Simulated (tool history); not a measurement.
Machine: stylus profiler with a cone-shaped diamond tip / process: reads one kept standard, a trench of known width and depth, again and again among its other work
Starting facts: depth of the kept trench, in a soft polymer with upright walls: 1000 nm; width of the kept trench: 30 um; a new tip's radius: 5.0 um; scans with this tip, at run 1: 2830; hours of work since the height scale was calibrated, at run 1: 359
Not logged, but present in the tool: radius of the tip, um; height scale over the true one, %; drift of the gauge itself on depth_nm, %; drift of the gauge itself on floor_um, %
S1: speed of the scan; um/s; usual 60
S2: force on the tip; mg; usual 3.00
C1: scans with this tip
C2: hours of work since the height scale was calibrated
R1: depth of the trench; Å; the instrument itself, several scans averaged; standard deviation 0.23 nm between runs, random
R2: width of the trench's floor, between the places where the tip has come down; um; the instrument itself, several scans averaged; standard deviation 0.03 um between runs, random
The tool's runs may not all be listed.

{"run": 1, "hour": 0.0, "S1": 60, "S2": 3.0, "C1": 2830, "C2": 359, "R1": 10196.1, "R2": 23.17}
{"run": 2, "hour": 13.8, "S1": 60, "S2": 3.0, "C1": 2880, "C2": 365, "R1": 10195.0, "R2": 23.24}
{"run": 3, "hour": 26.2, "S1": 60, "S2": 3.0, "C1": 2926, "C2": 371, "R1": 10194.3, "R2": 23.23}
{"run": 4, "hour": 50.7, "S1": 60, "S2": 3.0, "C1": 3015, "C2": 382, "R1": 10196.8, "R2": 23.22}
{"run": 5, "hour": 70.4, "S1": 60, "S2": 3.0, "C1": 3087, "C2": 391, "R1": 10195.5, "R2": 23.12}
{"run": 6, "hour": 82.6, "S1": 60, "S2": 1.05, "C1": 3131, "C2": 397, "R1": 10099.3, "R2": 22.94}
{"run": 7, "hour": 92.9, "S1": 60, "S2": 1.05, "C1": 3169, "C2": 402, "R1": 10099.5, "R2": 22.93}
{"run": 8, "hour": 115.9, "S1": 57, "S2": 3.0, "C1": 3253, "C2": 412, "R1": 10196.1, "R2": 23.09}
{"run": 9, "hour": 126.3, "S1": 57, "S2": 3.0, "C1": 3291, "C2": 417, "R1": 10196.8, "R2": 23.11}
{"run": 10, "hour": 145.6, "S1": 57, "S2": 3.0, "C1": 3361, "C2": 426, "R1": 10195.6, "R2": 23.12}
{"run": 11, "hour": 158.5, "S1": 99, "S2": 3.0, "C1": 3408, "C2": 432, "R1": 10193.4, "R2": 22.86}
{"run": 12, "hour": 176.9, "S1": 60, "S2": 8.4, "C1": 3475, "C2": 441, "R1": 10373.4, "R2": 23.17}
{"run": 13, "hour": 193.2, "S1": 18, "S2": 3.0, "C1": 3534, "C2": 448, "R1": 10200.4, "R2": 23.19}
{"run": 14, "hour": 205.1, "S1": 18, "S2": 3.0, "C1": 3578, "C2": 454, "R1": 10196.9, "R2": 23.2}
{"run": 15, "hour": 225.9, "S1": 195, "S2": 2.33, "C1": 3654, "C2": 463, "R1": 10172.3, "R2": 22.36}
{"run": 16, "hour": 245.6, "S1": 102, "S2": 3.18, "C1": 3725, "C2": 472, "R1": 10205.3, "R2": 22.83}
{"run": 17, "hour": 257.1, "S1": 229, "S2": 5.9, "C1": 3767, "C2": 478, "R1": 10300.7, "R2": 22.57}
{"run": 18, "hour": 270.1, "S1": 64, "S2": 2.07, "C1": 3815, "C2": 484, "R1": 10159.2, "R2": 22.92}
{"run": 19, "hour": 290.4, "S1": 64, "S2": 2.56, "C1": 3889, "C2": 493, "R1": 10179.2, "R2": 22.91}
{"run": 20, "hour": 311.1, "S1": 64, "S2": 2.56, "C1": 3964, "C2": 503, "R1": 10183.9, "R2": 22.9}
{"run": 21, "hour": 329.4, "S1": 157, "S2": 1.76, "C1": 4031, "C2": 511, "R1": 10141.2, "R2": 22.39}
{"run": 22, "hour": 341.9, "S1": 157, "S2": 1.76, "C1": 4076, "C2": 517, "R1": 10144.2, "R2": 22.31}
{"run": 23, "hour": 362.5, "S1": 157, "S2": 3.62, "C1": 4151, "C2": 526, "R1": 10219.8, "R2": 22.58}
{"run": 24, "hour": 386.3, "S1": 157, "S2": 3.62, "C1": 4238, "C2": 537, "R1": 10223.4, "R2": 22.54}

Alternative continuations, all from the tool just after run 24; predict every row:
{"run": "A", "hour": 408.3, "S1": 32, "S2": 2.72, "C1": 4318, "C2": 547, "R1": "?", "R2": "?"}
{"run": "B", "hour": 408.3, "S1": 161, "S2": 6.32, "C1": 4318, "C2": 547, "R1": "?", "R2": "?"}
{"run": "C", "hour": 408.3, "S1": 38, "S2": 6.04, "C1": 4318, "C2": 547, "R1": "?", "R2": "?"}
{"run": "D", "hour": 408.3, "S1": 157, "S2": 1.83, "C1": 4318, "C2": 547, "R1": "?", "R2": "?"}

run=A R1=10186.6 R2=23.01
run=B R1=10321.9 R2=22.68
run=C R1=10310.9 R2=22.98
run=D R1=10147.3 R2=22.32
Stripped of hidden state, with their random variation kept, the same runs would have yielded:
run=A R1=10171.0 R2=23.91
run=B R1=10306.0 R2=23.58
run=C R1=10295.1 R2=23.88
run=D R1=10131.7 R2=23.22

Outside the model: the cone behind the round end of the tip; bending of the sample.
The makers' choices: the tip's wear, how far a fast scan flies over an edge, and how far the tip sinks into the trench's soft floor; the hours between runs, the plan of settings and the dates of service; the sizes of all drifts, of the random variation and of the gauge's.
